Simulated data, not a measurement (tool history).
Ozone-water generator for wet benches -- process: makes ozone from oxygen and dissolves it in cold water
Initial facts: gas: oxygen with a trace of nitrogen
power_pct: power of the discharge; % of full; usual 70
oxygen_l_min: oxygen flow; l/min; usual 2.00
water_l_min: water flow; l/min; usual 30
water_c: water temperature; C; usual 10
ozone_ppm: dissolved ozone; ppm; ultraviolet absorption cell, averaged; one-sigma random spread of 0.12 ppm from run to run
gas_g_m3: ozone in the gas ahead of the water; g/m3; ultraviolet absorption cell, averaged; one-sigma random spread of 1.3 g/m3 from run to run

Run 1, hour 0.0: usual settings. Result: ozone_ppm 10.1 ppm, gas_g_m3 230.4 g/m3.
Run 2, hour 32.0: usual settings. Result: ozone_ppm 10.2 ppm, gas_g_m3 231.3 g/m3.
Run 3, hour 80.4: usual settings. Result: ozone_ppm 9.9 ppm, gas_g_m3 229.3 g/m3.
Run 4, hour 143.0: usual settings. Result: ozone_ppm 9.9 ppm, gas_g_m3 228.4 g/m3.
Run 5, hour 184.1: usual settings but oxygen_l_min 2.25 l/min. Result: ozone_ppm 10.1 ppm, gas_g_m3 214.1 g/m3.
Run 6, hour 222.7: usual settings but water_l_min 25 l/min. Result: ozone_ppm 12.2 ppm, gas_g_m3 228.0 g/m3.
Run 7, hour 256.1: usual settings but water_c 5 C. Result: ozone_ppm 10.2 ppm, gas_g_m3 228.8 g/m3.
Run 8, hour 286.9: usual settings but water_c 5 C. Result: ozone_ppm 10.1 ppm, gas_g_m3 227.3 g/m3.
Run 9, hour 343.9: usual settings. Result: ozone_ppm 9.9 ppm, gas_g_m3 228.1 g/m3.
Run 10, hour 382.2: usual settings. Result: ozone_ppm 9.8 ppm, gas_g_m3 228.1 g/m3.
Run 11, hour 421.9: usual settings. Result: ozone_ppm 9.8 ppm, gas_g_m3 227.4 g/m3.
Run 12, hour 472.1: usual settings but water_l_min 20 l/min. Result: ozone_ppm 15.6 ppm, gas_g_m3 227.8 g/m3.
Run 13, hour 513.7: usual settings but water_l_min 38 l/min. Result: ozone_ppm 7.2 ppm, gas_g_m3 226.1 g/m3.
Run 14, hour 556.0: usual settings but water_l_min 38 l/min. Result: ozone_ppm 7.5 ppm, gas_g_m3 225.6 g/m3.
Run 15, hour 618.3: usual settings but water_l_min 40 l/min. Result: ozone_ppm 6.8 ppm, gas_g_m3 225.9 g/m3.
At hour 623.9: water thermometer calibrated.
Run 16, hour 679.6: usual settings but power_pct 56 % of full, oxygen_l_min 1.12 l/min, water_l_min 40 l/min. Result: ozone_ppm 4.9 ppm, gas_g_m3 268.0 g/m3.
Run 17, hour 743.2: usual settings but power_pct 56 % of full, oxygen_l_min 1.12 l/min, water_l_min 40 l/min. Result: ozone_ppm 4.7 ppm, gas_g_m3 269.8 g/m3.
Run 18, hour 769.9: usual settings but power_pct 56 % of full, oxygen_l_min 1.12 l/min, water_l_min 40 l/min. Result: ozone_ppm 4.7 ppm, gas_g_m3 270.7 g/m3.
Run 19, hour 830.3: usual settings but power_pct 56 % of full, oxygen_l_min 1.25 l/min, water_l_min 40 l/min. Result: ozone_ppm 4.9 ppm, gas_g_m3 250.8 g/m3.
Run 20, hour 884.2: usual settings but power_pct 82 % of full, oxygen_l_min 1.29 l/min. Result: ozone_ppm 9.6 ppm, gas_g_m3 335.0 g/m3.
Run 21, hour 930.4: usual settings but power_pct 77 % of full, oxygen_l_min 2.79 l/min, water_l_min 36 l/min, water_c 15 C. Result: ozone_ppm 8.5 ppm, gas_g_m3 194.2 g/m3.
At hour 943.6: water thermometer calibrated, once more.
Run 22, hour 957.8: usual settings but power_pct 55 % of full, oxygen_l_min 1.90 l/min, water_c 14 C. Result: ozone_ppm 7.5 ppm, gas_g_m3 189.9 g/m3.
Run 23, hour 1003.2: usual settings but power_pct 47 % of full, oxygen_l_min 1.74 l/min, water_l_min 31 l/min, water_c 12 C. Result: ozone_ppm 6.1 ppm, gas_g_m3 175.9 g/m3.
Run 24, hour 1068.8: usual settings but power_pct 47 % of full, oxygen_l_min 1.74 l/min, water_l_min 31 l/min, water_c 12 C. Result: ozone_ppm 6.5 ppm, gas_g_m3 176.3 g/m3.
Run 25, hour 1096.3: usual settings but oxygen_l_min 3.36 l/min, water_c 11 C. Result: ozone_ppm 10.6 ppm, gas_g_m3 161.0 g/m3.
Run 26, hour 1131.2: usual settings but power_pct 45 % of full, water_l_min 28 l/min. Result: ozone_ppm 7.2 ppm, gas_g_m3 156.3 g/m3.
Run 27, hour 1191.7: usual settings but power_pct 45 % of full, oxygen_l_min 1.10 l/min, water_l_min 29 l/min. Result: ozone_ppm 5.8 ppm, gas_g_m3 224.2 g/m3.

Per-run results on a tool with no hidden state, each run keeping its own random variation:
Hidden state at play: yield of the discharge, % of new electrodes'; contactor's efficiency, % of a clean one's; true water temperature over the reading, C; drift of the gauge itself on ozone_ppm, %; drift of the gauge itself on gas_g_m3, %.
run  ozone_ppm  gas_g_m3
  1       11.3     244.5
  2       11.5     245.6
  3       11.2     244.0
  4       11.2     243.6
  5       11.5     228.6
  6       13.8     243.8
  7       11.6     244.9
  8       11.6     243.7
  9       11.3     244.9
 10       11.3     245.2
 11       11.3     244.9
 12       17.7     245.6
 13        8.4     244.2
 14        8.8     244.1
 15        8.1     244.8
 16        5.7     286.6
 17        5.5     288.9
 18        5.5     290.2
 19        5.8     269.3
 20       11.5     370.9
 21       10.3     214.5
 22        8.7     204.4
 23        7.1     187.1
 24        7.6     187.9
 25       12.7     177.4
 26        8.3     166.2
 27        6.7     238.8

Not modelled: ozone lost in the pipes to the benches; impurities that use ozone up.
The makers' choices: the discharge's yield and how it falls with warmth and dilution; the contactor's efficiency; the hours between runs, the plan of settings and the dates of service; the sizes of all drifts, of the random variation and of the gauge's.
